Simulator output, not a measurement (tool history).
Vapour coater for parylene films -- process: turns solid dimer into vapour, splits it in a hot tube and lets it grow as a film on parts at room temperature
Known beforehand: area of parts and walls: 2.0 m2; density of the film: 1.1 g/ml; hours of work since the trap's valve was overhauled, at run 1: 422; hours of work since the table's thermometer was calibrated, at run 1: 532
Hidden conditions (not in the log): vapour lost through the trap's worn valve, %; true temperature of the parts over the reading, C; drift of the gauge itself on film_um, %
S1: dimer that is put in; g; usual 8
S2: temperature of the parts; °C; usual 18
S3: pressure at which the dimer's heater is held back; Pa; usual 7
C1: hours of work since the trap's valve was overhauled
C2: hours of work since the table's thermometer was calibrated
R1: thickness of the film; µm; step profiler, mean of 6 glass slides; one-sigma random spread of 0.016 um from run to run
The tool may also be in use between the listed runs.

run,hour,S1,S2,S3,C1,C2,R1
1,0,8,18,7,422,532,2.55
2,55.1,8,18,7,445,554,2.56
3,95.4,8,18,7,461,571,2.56
4,151.8,9,18,7,484,593,2.84
5,183.2,9,18,7,496,606,2.86
6,209.7,9,18,7,507,617,2.9
7,250.2,8,18,7,523,633,2.56
8,308.8,8,18,7,547,657,2.55
9,336,8,19,7,558,668,2.44
# hour 358: trap's valve overhauled
10,369.1,8,19,3.14,4,679,3.07
11,431.4,8,19,3.14,30,704,3.09
12,474.7,8,19,3.14,47,722,3.1
13,528.4,13,24,4.3,69,744,3.88
14,554.3,13,24,4.3,79,754,3.87
15,614.1,14,16,2.12,103,778,6.13
16,643.1,13,24,2.15,115,790,4.43
17,690,13,24,2.15,134,809,4.45
18,729.4,7,22,5.84,150,825,2.12
19,758.8,8,23,7,162,837,2.23
20,795.6,8,11,7,177,851,3.46
21,836.6,8,11,8.34,193,868,3.43

3 options for the next run, each taken on its own from the tool as it stands now. Forecast them:
A,879.9,8,24,7,211,885,?
B,879.9,8,23,7,211,885,?
C,879.9,5,11,8.34,211,885,?

run,R1
A,2.1
B,2.23
C,2.1
With no hidden state in the tool, these same runs would have given:
run,R1
A,2.05
B,2.18
C,2.05
